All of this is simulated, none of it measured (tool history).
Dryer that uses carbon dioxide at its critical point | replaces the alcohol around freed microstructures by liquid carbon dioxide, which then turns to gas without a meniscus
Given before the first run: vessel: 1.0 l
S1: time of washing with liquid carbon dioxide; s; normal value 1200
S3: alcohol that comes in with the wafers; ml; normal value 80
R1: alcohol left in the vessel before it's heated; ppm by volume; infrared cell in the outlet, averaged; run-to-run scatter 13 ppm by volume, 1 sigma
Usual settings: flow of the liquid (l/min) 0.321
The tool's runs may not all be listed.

{"run": 1, "hour": 0.0, "S1": 1200, "flow of the liquid (l/min)": 0.321, "S3": 80, "R1": 1492}
{"run": 2, "hour": 13.3, "S1": 1200, "flow of the liquid (l/min)": 0.228, "S3": 80, "R1": 4403}
{"hour": 37.8, "done": "inlet filter changed"}
{"run": 3, "hour": 37.9, "S1": 1200, "flow of the liquid (l/min)": 0.321, "S3": 80, "R1": 927}
{"run": 4, "hour": 51.8, "S1": 1200, "flow of the liquid (l/min)": 0.321, "S3": 80, "R1": 967}
{"run": 5, "hour": 73.6, "S1": 1200, "flow of the liquid (l/min)": 0.321, "S3": 80, "R1": 961}
{"run": 6, "hour": 92.9, "S1": 1200, "flow of the liquid (l/min)": 0.321, "S3": 80, "R1": 998}
{"run": 7, "hour": 117.6, "S1": 1200, "flow of the liquid (l/min)": 0.321, "S3": 80, "R1": 1008}
{"run": 8, "hour": 142.5, "S1": 1200, "flow of the liquid (l/min)": 0.321, "S3": 80, "R1": 1042}
{"run": 9, "hour": 168.7, "S1": 1200, "flow of the liquid (l/min)": 0.321, "S3": 80, "R1": 1055}
{"run": 10, "hour": 185.7, "S1": 1200, "flow of the liquid (l/min)": 0.321, "S3": 27, "R1": 473}
{"run": 11, "hour": 199.7, "S1": 1200, "flow of the liquid (l/min)": 0.321, "S3": 27, "R1": 474}
{"run": 12, "hour": 213.6, "S1": 1200, "flow of the liquid (l/min)": 0.321, "S3": 27, "R1": 459}
{"run": 13, "hour": 234.0, "S1": 1200, "flow of the liquid (l/min)": 0.505, "S3": 80, "R1": 237}
{"run": 14, "hour": 251.5, "S1": 1200, "flow of the liquid (l/min)": 0.505, "S3": 80, "R1": 242}
{"run": 15, "hour": 266.7, "S1": 1200, "flow of the liquid (l/min)": 0.269, "S3": 80, "R1": 2191}
{"run": 16, "hour": 287.4, "S1": 780, "flow of the liquid (l/min)": 0.321, "S3": 80, "R1": 4764}
{"run": 17, "hour": 305.5, "S1": 780, "flow of the liquid (l/min)": 0.321, "S3": 80, "R1": 4907}
{"run": 18, "hour": 331.1, "S1": 780, "flow of the liquid (l/min)": 0.352, "S3": 80, "R1": 3783}
{"run": 19, "hour": 353.3, "S1": 780, "flow of the liquid (l/min)": 0.352, "S3": 80, "R1": 3923}
{"run": 20, "hour": 380.4, "S1": 780, "flow of the liquid (l/min)": 0.352, "S3": 80, "R1": 4025}
{"run": 21, "hour": 393.7, "S1": 780, "flow of the liquid (l/min)": 0.352, "S3": 80, "R1": 4027}
{"run": 22, "hour": 414.6, "S1": 780, "flow of the liquid (l/min)": 0.352, "S3": 80, "R1": 4080}
{"run": 23, "hour": 427.8, "S1": 780, "flow of the liquid (l/min)": 0.352, "S3": 80, "R1": 4137}
{"run": 24, "hour": 447.4, "S1": 1560, "flow of the liquid (l/min)": 0.419, "S3": 27, "R1": 209}
{"run": 25, "hour": 466.6, "S1": 1500, "flow of the liquid (l/min)": 0.275, "S3": 83, "R1": 1137}
{"run": 26, "hour": 479.8, "S1": 1500, "flow of the liquid (l/min)": 0.275, "S3": 83, "R1": 1163}
{"run": 27, "hour": 505.3, "S1": 720, "flow of the liquid (l/min)": 0.246, "S3": 80, "R1": 12139}
{"run": 28, "hour": 522.3, "S1": 720, "flow of the liquid (l/min)": 0.246, "S3": 80, "R1": 12155}
{"run": 29, "hour": 549.1, "S1": 1080, "flow of the liquid (l/min)": 0.246, "S3": 22, "R1": 1491}
{"run": 30, "hour": 577.2, "S1": 1080, "flow of the liquid (l/min)": 0.246, "S3": 22, "R1": 1512}
{"run": 31, "hour": 603.4, "S1": 1260, "flow of the liquid (l/min)": 0.46, "S3": 22, "R1": 267}
{"run": 32, "hour": 620.6, "S1": 1200, "flow of the liquid (l/min)": 0.239, "S3": 80, "R1": 4112}
{"hour": 627.7, "done": "inlet filter changed"}
{"run": 33, "hour": 638.2, "S1": 1200, "flow of the liquid (l/min)": 0.465, "S3": 109, "R1": 359}
{"run": 34, "hour": 652.6, "S1": 1200, "flow of the liquid (l/min)": 0.39, "S3": 27, "R1": 322}
{"run": 35, "hour": 677.5, "S1": 1200, "flow of the liquid (l/min)": 0.224, "S3": 27, "R1": 1354}
{"run": 36, "hour": 696.5, "S1": 1440, "flow of the liquid (l/min)": 0.39, "S3": 62, "R1": 300}
{"run": 37, "hour": 724.8, "S1": 1440, "flow of the liquid (l/min)": 0.39, "S3": 62, "R1": 322}
{"hour": 732.5, "done": "purifier's bed changed"}
{"run": 38, "hour": 739.3, "S1": 1440, "flow of the liquid (l/min)": 0.39, "S3": 62, "R1": 93}
{"run": 39, "hour": 752.0, "S1": 1440, "flow of the liquid (l/min)": 0.39, "S3": 62, "R1": 98}
{"run": 40, "hour": 767.8, "S1": 720, "flow of the liquid (l/min)": 0.321, "S3": 52, "R1": 3601}
{"run": 41, "hour": 790.1, "S1": 720, "flow of the liquid (l/min)": 0.321, "S3": 52, "R1": 3560}
{"run": 42, "hour": 809.1, "S1": 1500, "flow of the liquid (l/min)": 0.321, "S3": 51, "R1": 207}
{"run": 43, "hour": 822.4, "S1": 1500, "flow of the liquid (l/min)": 0.321, "S3": 51, "R1": 213}
{"run": 44, "hour": 844.3, "S1": 1500, "flow of the liquid (l/min)": 0.283, "S3": 39, "R1": 308}
{"run": 45, "hour": 859.3, "S1": 1020, "flow of the liquid (l/min)": 0.525, "S3": 70, "R1": 185}
{"run": 46, "hour": 881.0, "S1": 720, "flow of the liquid (l/min)": 0.321, "S3": 73, "R1": 5359}

3 ways to go on from here, each from the tool as it stands after run 46. What would each give?
{"run": "A", "hour": 892.7, "S1": 720, "flow of the liquid (l/min)": 0.366, "S3": 88, "R1": "?"}
{"run": "B", "hour": 892.7, "S1": 1200, "flow of the liquid (l/min)": 0.404, "S3": 114, "R1": "?"}
{"run": "C", "hour": 892.7, "S1": 720, "flow of the liquid (l/min)": 0.334, "S3": 73, "R1": "?"}

run=A R1=4477
run=B R1=488
run=C R1=4769
Stripped of hidden state, with their random variation kept, the same runs would have yielded:
run=A R1=3666
run=B R1=325
run=C R1=3973
